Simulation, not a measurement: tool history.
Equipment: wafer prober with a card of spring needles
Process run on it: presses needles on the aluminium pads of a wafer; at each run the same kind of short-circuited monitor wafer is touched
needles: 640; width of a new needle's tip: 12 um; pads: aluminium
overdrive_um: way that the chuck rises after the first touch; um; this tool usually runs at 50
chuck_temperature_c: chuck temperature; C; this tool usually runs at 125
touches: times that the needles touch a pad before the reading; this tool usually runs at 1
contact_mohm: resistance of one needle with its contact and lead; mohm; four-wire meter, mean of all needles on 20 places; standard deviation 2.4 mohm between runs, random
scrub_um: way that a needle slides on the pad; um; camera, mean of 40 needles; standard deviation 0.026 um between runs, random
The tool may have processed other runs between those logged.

run,hour,overdrive_um,chuck_temperature_c,touches,contact_mohm,scrub_um
1,0.0,50,125,1,316,7.31
2,8.1,50,125,1,318,7.36
3,16.2,50,125,1,317,7.40
# hour 17.5: tips cleaned on abrasive film
4,29.0,50,125,1,299,7.37
5,40.2,50,125,1,308,7.35
6,47.2,50,125,1,313,7.32
7,54.1,50,125,1,318,7.37
8,61.5,50,125,1,316,7.30
# hour 67.0: tips cleaned on abrasive film
9,68.0,65,125,1,279,9.52
10,82.1,65,125,1,302,9.52
11,88.4,65,125,1,305,9.51
12,97.7,65,125,1,311,9.51
13,105.5,52,125,1,318,7.65
# hour 116.9: tips cleaned on abrasive film
14,117.5,36,125,1,281,5.28
15,131.0,50,125,1,309,7.30
16,140.4,50,125,1,312,7.34
17,152.0,50,44,1,285,7.33
18,160.4,50,44,1,295,7.34
# hour 167.1: tips cleaned on abrasive film
19,171.1,50,44,1,267,7.28
20,184.7,49,44,1,288,7.13
21,191.9,63,125,2,294,9.21
22,204.9,43,125,1,321,6.28
23,214.2,43,80,2,289,6.27
# hour 216.8: tips cleaned on abrasive film
24,221.0,36,61,3,269,5.19
25,231.1,44,61,2,283,6.39
26,245.7,68,61,1,284,9.95
27,254.4,68,61,1,292,9.97
# hour 266.6: tips cleaned on abrasive film
28,269.0,50,125,2,278,7.30
29,275.7,39,30,1,279,5.67
30,286.0,39,30,1,296,5.67
31,292.7,39,30,1,301,5.63
32,305.3,43,29,1,296,6.25
# hour 315.8: tips cleaned on abrasive film
33,320.5,48,125,2,280,6.99
34,327.4,48,125,2,293,6.94
35,339.3,32,125,1,337,4.62
36,353.7,32,25,1,328,4.61

Predict each of these 3 candidate next runs independently; none follows another, all start after run 36:
A,364.6,61,39,2,?,?
B,364.6,47,73,1,?,?
C,364.6,50,77,3,?,?

run,contact_mohm,scrub_um
A,273,8.90
B,303,6.83
C,273,7.29
Without the tool's hidden state the same runs would have given:
run,contact_mohm,scrub_um
A,250,9.02
B,259,6.95
C,258,7.41
